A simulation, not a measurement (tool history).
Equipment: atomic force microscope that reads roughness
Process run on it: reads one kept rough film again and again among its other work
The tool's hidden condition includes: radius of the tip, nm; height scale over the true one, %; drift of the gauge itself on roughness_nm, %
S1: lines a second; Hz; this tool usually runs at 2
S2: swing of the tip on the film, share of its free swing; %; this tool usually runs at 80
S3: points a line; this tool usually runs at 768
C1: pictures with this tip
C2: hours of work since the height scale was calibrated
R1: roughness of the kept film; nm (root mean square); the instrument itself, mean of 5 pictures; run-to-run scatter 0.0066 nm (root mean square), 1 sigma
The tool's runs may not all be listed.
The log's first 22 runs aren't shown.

run,hour,S1,S2,S3,C1,C2,R1
23,188.8,2,80,557,31,145,1.3
24,194.4,2,80,724,36,148,1.288
25,199,2,80,768,39,150,1.294
# hour 200.9: height scale calibrated on a step standard
26,206.7,2,69,768,44,3,1.343
27,212.1,2,69,768,48,5,1.36
28,219.4,2,69,768,53,8,1.338
29,228.5,3.53,69,768,60,12,1.297
30,233.6,3.53,69,621,64,15,1.297
# hour 241.7: height scale calibrated on a step standard, once more
31,241.7,0.59,80,581,69,0,1.389
32,250.3,0.89,80,768,75,4,1.348
33,260.1,0.62,68,1008,82,8,1.404
34,271.4,0.62,68,1008,91,13,1.39
35,277.8,0.62,68,1008,95,16,1.391
36,282.4,0.62,59,644,99,18,1.409
37,292,1.49,57,768,106,23,1.376
38,299.3,1.88,90,450,111,26,1.216
39,304.7,1.88,81,667,115,28,1.266
40,313,0.51,74,768,121,32,1.378
41,320.2,0.82,70,365,126,35,1.349
42,326.3,0.82,70,365,131,38,1.364
43,332.4,1.41,77,289,135,41,1.303
44,343.8,0.57,82,509,144,46,1.34
45,354.4,0.75,58,768,152,51,1.376

What does the tool deliver on the next run?
46,360.7,0.75,58,768,156,53,?

Run 46 measured R1 1.374 nm (root mean square).
If the tool had no hidden condition, the same run with the same run-to-run variation would have returned R1 1.432 nm (root mean square).
